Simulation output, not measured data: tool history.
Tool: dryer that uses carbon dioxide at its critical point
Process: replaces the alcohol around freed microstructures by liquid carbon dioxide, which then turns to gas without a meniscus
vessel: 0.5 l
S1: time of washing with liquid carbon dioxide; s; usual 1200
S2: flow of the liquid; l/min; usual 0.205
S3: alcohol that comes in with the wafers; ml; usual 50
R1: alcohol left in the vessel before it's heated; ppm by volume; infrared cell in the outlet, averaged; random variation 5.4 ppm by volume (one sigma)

run   hour    S1     S2   S3     R1
  1      0  1200  0.205   50    244
  2   31.6  1200  0.163   50    827
  3   45.2  1200  0.163   50    837
  4   76.2  1200  0.163   50    872
  5     91  1200  0.163   50    903
  6  123.6  1200  0.205   50    316
  7    140  1200  0.205   50    324
  8  170.5  1200  0.205   50    331
  9  185.4  1200  0.205   50    341
 10  205.2  1200  0.205   50    349
 11  236.1  1200  0.205   50    365
 12  264.4  1200  0.205   50    394
 13  286.8  1200  0.205   59    239
 14  302.9  1200  0.205   50    219
 15  334.1  1200  0.205   50    246
 16    349  1200  0.205   50    247
 17  378.8  1200  0.134   50   1577
 18  393.1  1200  0.134   50   1632
 19  425.8  1200  0.134   50   1665
 20  444.2  1200  0.199   50    311
 21  474.5  1200  0.199   50    334
 22  489.7  1200  0.199   50    337
 23  522.4  1200  0.199   50    358
 24  542.4  1200  0.199   50    365
 25  560.8  1620  0.205   50    141
 26  574.8   720  0.153  102  12807
 27  602.2  1200  0.205   22    241
 28  620.6  1020  0.137   37   2518
 29  641.3  1920  0.234   38    151
 30  659.4   960  0.216   38    612
 31  674.6   960  0.216   38    617
 32  698.2   960  0.216   38    613
 33  724.1  1860  0.267   50    170
 34  756.4   960  0.271   81    453
 35  786.8   960  0.271   81    479
 36  806.1  1200  0.221   39    316
 37    826  1440  0.213   32    223
 38  846.5  1440  0.298   32    190
 39  880.2  1620  0.298   32    187
 40  911.9  1680  0.263   40    200
 41  944.4  1680  0.192   27    210
 42  965.4  1680  0.192   27    219
 43  983.5   780  0.151   28   2922
 44   1015   780  0.151   28   2971
 45   1035  1860  0.298   50    229
 46   1051  1860  0.298   50    227
 47   1076  1860  0.298   50    233

Taken out of this log: 2 entries between the listed runs. Where each belongs, and how the hidden state differs across it:
Between runs 12 and 13: inlet filter changed (hour 267.3)
  flow that reaches the vessel past the clogged filter, %: 86.5 -> 99.4; alcohol in the recycled carbon dioxide, ppm: 79.5 -> 83.6
  measured less the result without the state, R1: +254 -> +85 ppm by volume
Between runs 38 and 39: inlet filter changed (hour 853.3)
  flow that reaches the vessel past the clogged filter, %: 86.9 -> 98.9; alcohol in the recycled carbon dioxide, ppm: 187.6 -> 193.7
  measured less the result without the state, R1: +187 -> +187 ppm by volume

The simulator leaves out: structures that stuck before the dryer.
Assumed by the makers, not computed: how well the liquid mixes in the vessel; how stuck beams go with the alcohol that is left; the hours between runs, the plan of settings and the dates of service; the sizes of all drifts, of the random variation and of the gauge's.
